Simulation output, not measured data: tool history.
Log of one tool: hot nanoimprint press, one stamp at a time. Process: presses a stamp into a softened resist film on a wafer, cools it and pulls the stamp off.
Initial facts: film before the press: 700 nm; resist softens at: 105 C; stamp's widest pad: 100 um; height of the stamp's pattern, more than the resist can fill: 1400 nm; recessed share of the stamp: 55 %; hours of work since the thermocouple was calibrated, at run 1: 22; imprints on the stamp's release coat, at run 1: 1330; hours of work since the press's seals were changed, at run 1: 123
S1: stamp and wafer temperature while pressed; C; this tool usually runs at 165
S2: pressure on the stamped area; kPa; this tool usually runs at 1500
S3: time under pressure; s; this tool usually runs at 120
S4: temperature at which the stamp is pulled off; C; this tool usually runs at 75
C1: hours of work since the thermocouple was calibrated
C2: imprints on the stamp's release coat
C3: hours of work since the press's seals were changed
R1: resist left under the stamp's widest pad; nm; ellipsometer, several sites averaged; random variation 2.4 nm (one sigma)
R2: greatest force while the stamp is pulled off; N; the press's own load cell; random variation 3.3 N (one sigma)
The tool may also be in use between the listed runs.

Run 1, hour 0.0: usual settings; C1 22; C2 1330; C3 123. Result: R1 397.1 nm, R2 217 N.
Run 2, hour 24.4: usual settings but S3 123 s; C1 40; C2 1411; C3 141. Result: R1 396.4 nm, R2 216 N.
Run 3, hour 62.9: usual settings but S2 1840 kPa; C1 69; C2 1539; C3 169. Result: R1 376.7 nm, R2 226 N.
Run 4, hour 96.5: usual settings but S3 98 s; C1 94; C2 1650; C3 194. Result: R1 429.3 nm, R2 240 N.
Run 5, hour 133.5: usual settings but S2 1340 kPa; C1 121; C2 1773; C3 222. Result: R1 423.1 nm, R2 230 N.
Run 6, hour 171.0: usual settings but S2 1340 kPa; C1 149; C2 1898; C3 250. Result: R1 424.2 nm, R2 241 N.
At hour 175.7: plate thermocouple calibrated.
Run 7, hour 193.9: usual settings but S2 1340 kPa; C1 13; C2 1964; C3 264. Result: R1 431.7 nm, R2 242 N.
At hour 206.9: stamp cleaned and given a new release coat.
Run 8, hour 222.4: usual settings but S2 1690 kPa, S3 115 s; C1 30; C2 52; C3 281. Result: R1 407.5 nm, R2 160 N.
Run 9, hour 244.9: usual settings but S2 1590 kPa, S3 210 s, S4 79 C; C1 47; C2 126; C3 298. Result: R1 333.6 nm, R2 153 N.
Run 10, hour 265.0: usual settings but S1 172 C, S2 1210 kPa, S3 72 s, S4 79 C; C1 62; C2 193; C3 313. Result: R1 392.5 nm, R2 156 N.
Run 11, hour 303.4: usual settings but S1 155 C, S2 1210 kPa, S3 213 s, S4 73 C; C1 90; C2 320; C3 341. Result: R1 566.1 nm, R2 174 N.
Run 12, hour 325.5: usual settings but S1 175 C, S2 990 kPa, S3 169 s, S4 72 C; C1 107; C2 394; C3 357. Result: R1 266.6 nm, R2 183 N.
Run 13, hour 346.2: usual settings but S1 175 C; C1 122; C2 463; C3 373. Result: R1 259.3 nm, R2 172 N.
Run 14, hour 374.1: usual settings but S1 175 C, S2 930 kPa, S3 81 s; C1 143; C2 555; C3 394. Result: R1 372.1 nm, R2 183 N.

Below are 5 alternative next runs, each starting from the tool's condition after run 14. Predict each:
At hour 379.1: plate thermocouple calibrated, once more.
Run A, hour 397.8: usual settings but S1 158 C, S2 930 kPa, S3 81 s, S4 79 C; C1 14; C2 624; C3 409. Result: R1 ?, R2 ?.
At hour 379.1: plate thermocouple calibrated, once more.
Run B, hour 397.8: usual settings but S3 180 s; C1 14; C2 624; C3 409. Result: R1 ?, R2 ?.
At hour 379.1: plate thermocouple calibrated, once more.
Run C, hour 397.8: usual settings but S4 61 C; C1 14; C2 624; C3 409. Result: R1 ?, R2 ?.
At hour 379.1: plate thermocouple calibrated, once more.
Run D, hour 397.8: usual settings but S1 175 C, S2 930 kPa, S3 226 s, S4 71 C; C1 14; C2 624; C3 409. Result: R1 ?, R2 ?.
At hour 379.1: plate thermocouple calibrated, once more.
Run E, hour 397.8: usual settings but S1 175 C, S2 930 kPa, S3 197 s, S4 65 C; C1 14; C2 624; C3 409. Result: R1 ?, R2 ?.

run     R1   R2
  A  619.7  179
  B  350.0  183
  C  402.4  214
  D  230.7  197
  E  244.8  210
With no hidden state in the tool, these same runs would have given:
run     R1   R2
  A  617.9  152
  B  346.6  156
  C  398.9  181
  D  228.7  167
  E  242.6  179
